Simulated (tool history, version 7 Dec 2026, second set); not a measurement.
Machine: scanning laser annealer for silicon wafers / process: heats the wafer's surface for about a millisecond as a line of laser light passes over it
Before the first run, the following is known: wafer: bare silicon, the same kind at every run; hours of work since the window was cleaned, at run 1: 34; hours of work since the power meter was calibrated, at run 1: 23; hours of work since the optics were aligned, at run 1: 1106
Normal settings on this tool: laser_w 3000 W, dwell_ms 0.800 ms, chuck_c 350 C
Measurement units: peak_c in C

run	hour	laser_w	dwell_ms	chuck_c	hours of work since the window was cleaned	hours of work since the power meter was calibrated	hours of work since the optics were aligned	peak_c
1	0.0	3000	0.800	350	34	23	1106	1195
2	6.7	3000	0.800	350	38	27	1111	1195
3	17.1	2659	0.800	350	45	34	1118	1099
4	26.7	3000	0.610	350	51	41	1124	1082
5	36.9	3000	0.610	350	58	47	1131	1075
# hour 42.7: optics aligned, line set to its width
6	48.0	3000	0.610	350	62	51	4	1079
7	57.9	3000	0.610	350	69	58	10	1075
8	67.2	3000	0.610	350	75	64	16	1080
# hour 79.4: optics aligned, line set to its width, once more
9	81.5	2908	0.874	350	81	70	1	1210
10	92.8	2577	0.687	350	89	78	9	1024
11	102.3	2577	0.687	350	95	84	15	1021
12	110.1	2558	0.824	350	100	89	20	1086

Here are 5 independent what-if runs from the current tool condition. What would each one return?
A	115.0	2558	0.639	350	104	93	24	?
B	115.0	2608	0.959	326	104	93	24	?
C	115.0	2558	0.940	329	104	93	24	?
D	115.0	2558	0.968	375	104	93	24	?
E	115.0	3214	0.881	386	104	93	24	?

run	peak_c
A	992
B	1138
C	1117
D	1178
E	1336
With the hidden condition removed and each run's random variation left untouched, the same runs would have given:
run	peak_c
A	995
B	1141
C	1121
D	1182
E	1341
